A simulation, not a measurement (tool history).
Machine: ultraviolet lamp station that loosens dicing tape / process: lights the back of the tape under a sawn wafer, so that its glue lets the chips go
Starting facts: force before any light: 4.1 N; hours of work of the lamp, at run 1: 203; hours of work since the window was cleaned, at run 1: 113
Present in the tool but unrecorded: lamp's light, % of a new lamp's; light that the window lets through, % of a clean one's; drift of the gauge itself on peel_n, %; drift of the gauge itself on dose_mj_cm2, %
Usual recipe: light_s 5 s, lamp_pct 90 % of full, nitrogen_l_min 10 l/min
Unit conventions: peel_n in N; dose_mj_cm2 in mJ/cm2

run	hour	light_s	lamp_pct	nitrogen_l_min	hours of work of the lamp	hours of work since the window was cleaned	peel_n	dose_mj_cm2
1	0	5	90	10	203	113	0.166	329
2	11.3	5	90	10	209	119	0.175	329
3	22.8	5	90	10	214	124	0.179	329
4	38.7	5	90	10	221	132	0.174	320
5	58.8	5	67	10	231	141	0.307	241
6	69.1	5	85	10	236	146	0.185	304
7	83.2	5	75	10	242	153	0.249	267
8	99.1	5	75	10	250	160	0.259	262
9	112.3	7	90	10	256	166	0.118	439
10	132.7	7	90	10	266	176	0.129	441
11	153.2	7	90	10	275	186	0.116	438
12	172.1	5	90	10	284	194	0.196	307
13	184.1	5	90	10	290	200	0.194	307
14	194.1	5	90	10	295	205	0.184	303
15	213.7	5	90	4	304	214	0.324	304
16	231.4	5	90	10	312	222	0.196	305
17	247.9	5	90	10	320	230	0.203	303
18	266.3	4	96	10	329	239	0.276	254
19	278.9	4	96	10	335	245	0.275	250
20	298.3	2	96	7	344	254	1.074	125
21	315.8	7	68	13	352	262	0.18	312
22	332.6	8	77	4	360	270	0.186	398
23	347.9	8	77	4	367	277	0.181	395
24	357.7	2	62	4	372	282	1.937	79
25	369.3	2	62	20	377	287	1.369	81
26	390.5	2	62	20	387	297	1.45	77
27	405.8	2	62	20	394	305	1.438	78
28	416.4	2	62	20	399	310	1.443	77
29	437.6	2	63	6	409	320	1.81	77
30	453.9	2	63	6	417	327	1.86	79
31	473.6	6	86	6	426	337	0.235	312
32	493.9	10	74	10	436	346	0.114	446

Results per run with the tool's hidden condition removed, run-to-run variation unchanged:
run	peel_n	dose_mj_cm2
1	0.133	380
2	0.141	381
3	0.144	383
4	0.137	375
5	0.222	284
6	0.139	360
7	0.179	318
8	0.185	314
9	0.106	529
10	0.117	534
11	0.103	535
12	0.143	379
13	0.139	380
14	0.128	376
15	0.211	381
16	0.136	384
17	0.139	384
18	0.172	325
19	0.171	322
20	0.745	162
21	0.128	405
22	0.124	521
23	0.119	520
24	1.535	105
25	0.977	107
26	1.029	103
27	1.012	105
28	1.015	104
29	1.356	106
30	1.386	108
31	0.137	433
32	0.099	624
